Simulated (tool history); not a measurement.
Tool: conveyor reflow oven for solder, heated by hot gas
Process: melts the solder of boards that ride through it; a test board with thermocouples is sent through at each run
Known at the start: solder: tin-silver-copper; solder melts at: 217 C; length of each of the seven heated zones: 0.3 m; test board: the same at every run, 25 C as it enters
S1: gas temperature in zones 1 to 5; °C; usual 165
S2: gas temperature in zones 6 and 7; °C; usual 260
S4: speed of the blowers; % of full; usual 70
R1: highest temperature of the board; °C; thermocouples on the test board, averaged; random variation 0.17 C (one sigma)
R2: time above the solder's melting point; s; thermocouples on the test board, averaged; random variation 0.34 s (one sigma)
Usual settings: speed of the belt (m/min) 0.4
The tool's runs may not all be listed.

Run 1, hour 0: usual settings. Result: R1 241.9 °C, R2 53.5 s.
Run 2, hour 33.3: usual settings but S4 68 % of full. Result: R1 241.2 °C, R2 52.3 s.
Run 3, hour 64.9: usual settings but S1 156 °C. Result: R1 239.7 °C, R2 48 s.
Run 4, hour 85.7: usual settings but S1 156 °C. Result: R1 239.9 °C, R2 47.7 s.
At hour 109.9: flux residue cleaned out of gas plates and filters.
Run 5, hour 123.5: usual settings but S1 156 °C. Result: R1 241.2 °C, R2 50.1 s.
Run 6, hour 155: usual settings but S1 156 °C. Result: R1 240.8 °C, R2 50.1 s.
Run 7, hour 198: usual settings. Result: R1 242.7 °C, R2 54.8 s.
Run 8, hour 236: usual settings but S1 156 °C, S2 251 °C, speed of the belt (m/min) 0.463, S4 59 % of full. Result: R1 223 °C, R2 13.9 s.
Run 9, hour 280.4: usual settings but speed of the belt (m/min) 0.38, S4 77 % of full. Result: R1 246.1 °C, R2 63.8 s.
Run 10, hour 324.1: usual settings but S2 263 °C, speed of the belt (m/min) 0.378, S4 88 % of full. Result: R1 251.3 °C, R2 69.3 s.
At hour 342.4: flux residue cleaned out of gas plates and filters.
Run 11, hour 368.9: usual settings but S2 263 °C, speed of the belt (m/min) 0.378, S4 88 % of full. Result: R1 252.2 °C, R2 72 s.
Run 12, hour 401.9: usual settings but S2 263 °C, speed of the belt (m/min) 0.378, S4 88 % of full. Result: R1 252.3 °C, R2 70.9 s.
Run 13, hour 436.8: usual settings but S2 263 °C, speed of the belt (m/min) 0.378, S4 88 % of full. Result: R1 252 °C, R2 71.3 s.
Run 14, hour 455.8: usual settings but S1 159 °C, S2 263 °C, speed of the belt (m/min) 0.378, S4 88 % of full. Result: R1 251.1 °C, R2 68.5 s.

Measured less the same run without the tool's hidden state. The same run-to-run variation is in both; the gauge's scatter may not be:
The hidden state here: heat that the gas passes to the board, % of a clean oven's; belt's true speed, % of the reading; true gas temperature in zones 6 and 7 over the reading, C; drift of the gauge itself on peak_c, C; drift of the gauge itself on liquid_s, %.
run    R1    R2
  1  +0.4  +1.5
  2  +0.3  +1.2
  3  +0.1  +0.9
  4    +0  +0.8
  5  +1.5  +3.2
  6  +1.3  +2.9
  7  +1.1  +2.7
  8  +1.1  +2.5
  9  +0.8  +2.3
 10  +0.6  +1.9
 11  +1.7  +3.4
 12  +1.6  +3.3
 13  +1.5  +3.1
 14  +1.4    +3

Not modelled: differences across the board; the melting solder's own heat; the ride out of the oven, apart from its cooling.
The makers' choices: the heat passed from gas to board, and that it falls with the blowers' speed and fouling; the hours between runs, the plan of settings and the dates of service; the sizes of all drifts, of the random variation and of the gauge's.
